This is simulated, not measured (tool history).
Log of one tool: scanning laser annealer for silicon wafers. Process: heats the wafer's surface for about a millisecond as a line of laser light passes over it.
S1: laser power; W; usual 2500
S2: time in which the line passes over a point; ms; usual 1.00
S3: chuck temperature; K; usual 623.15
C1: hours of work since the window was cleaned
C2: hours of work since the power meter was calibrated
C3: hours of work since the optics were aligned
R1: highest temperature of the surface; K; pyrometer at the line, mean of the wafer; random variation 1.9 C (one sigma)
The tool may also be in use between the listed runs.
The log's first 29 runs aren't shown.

{"run": 30, "hour": 2026.5, "S1": 2738, "S2": 0.72, "S3": 623.15, "C1": 611, "C2": 2755, "C3": 485, "R1": 1310.15}
{"run": 31, "hour": 2115.8, "S1": 2157, "S2": 0.71, "S3": 625.15, "C1": 682, "C2": 2825, "C3": 555, "R1": 1136.15}
{"hour": 2156.3, "done": "window over the wafer cleaned"}
{"run": 32, "hour": 2180.1, "S1": 2691, "S2": 1.01, "S3": 652.15, "C1": 19, "C2": 2874, "C3": 605, "R1": 1503.15}
{"run": 33, "hour": 2264.4, "S1": 2671, "S2": 1.01, "S3": 652.15, "C1": 85, "C2": 2941, "C3": 671, "R1": 1485.15}
{"run": 34, "hour": 2359.2, "S1": 2500, "S2": 1.0, "S3": 602.15, "C1": 160, "C2": 3016, "C3": 746, "R1": 1365.15}
{"run": 35, "hour": 2453.6, "S1": 2500, "S2": 1.0, "S3": 602.15, "C1": 235, "C2": 3090, "C3": 821, "R1": 1361.15}
{"run": 36, "hour": 2519.6, "S1": 2749, "S2": 1.23, "S3": 623.15, "C1": 287, "C2": 3143, "C3": 873, "R1": 1560.15}
{"run": 37, "hour": 2562.8, "S1": 2500, "S2": 0.91, "S3": 660.15, "C1": 321, "C2": 3177, "C3": 907, "R1": 1380.15}
{"run": 38, "hour": 2650.9, "S1": 2309, "S2": 1.04, "S3": 631.15, "C1": 391, "C2": 3246, "C3": 977, "R1": 1322.15}
{"run": 39, "hour": 2732.5, "S1": 2309, "S2": 1.04, "S3": 631.15, "C1": 455, "C2": 3311, "C3": 1041, "R1": 1321.15}
{"run": 40, "hour": 2813.7, "S1": 2199, "S2": 1.15, "S3": 651.15, "C1": 519, "C2": 3375, "C3": 1105, "R1": 1332.15}
{"run": 41, "hour": 2875.9, "S1": 2281, "S2": 1.14, "S3": 639.15, "C1": 569, "C2": 3424, "C3": 1154, "R1": 1341.15}

Forecast each of these 4 alternatives for the next run:
{"run": "A", "hour": 2941.4, "S1": 2166, "S2": 1.0, "S3": 617.15, "C1": 620, "C2": 3476, "C3": 1206, "R1": "?"}
{"run": "B", "hour": 2941.4, "S1": 2642, "S2": 0.97, "S3": 639.15, "C1": 620, "C2": 3476, "C3": 1206, "R1": "?"}
{"run": "C", "hour": 2941.4, "S1": 2281, "S2": 1.14, "S3": 625.15, "C1": 620, "C2": 3476, "C3": 1206, "R1": "?"}
{"run": "D", "hour": 2941.4, "S1": 2500, "S2": 0.72, "S3": 638.15, "C1": 620, "C2": 3476, "C3": 1206, "R1": "?"}

run=A R1=1230.15
run=B R1=1402.15
run=C R1=1320.15
run=D R1=1252.15
Without the tool's hidden state the same runs would have given:
run=A R1=1264.15
run=B R1=1444.15
run=C R1=1359.15
run=D R1=1286.15
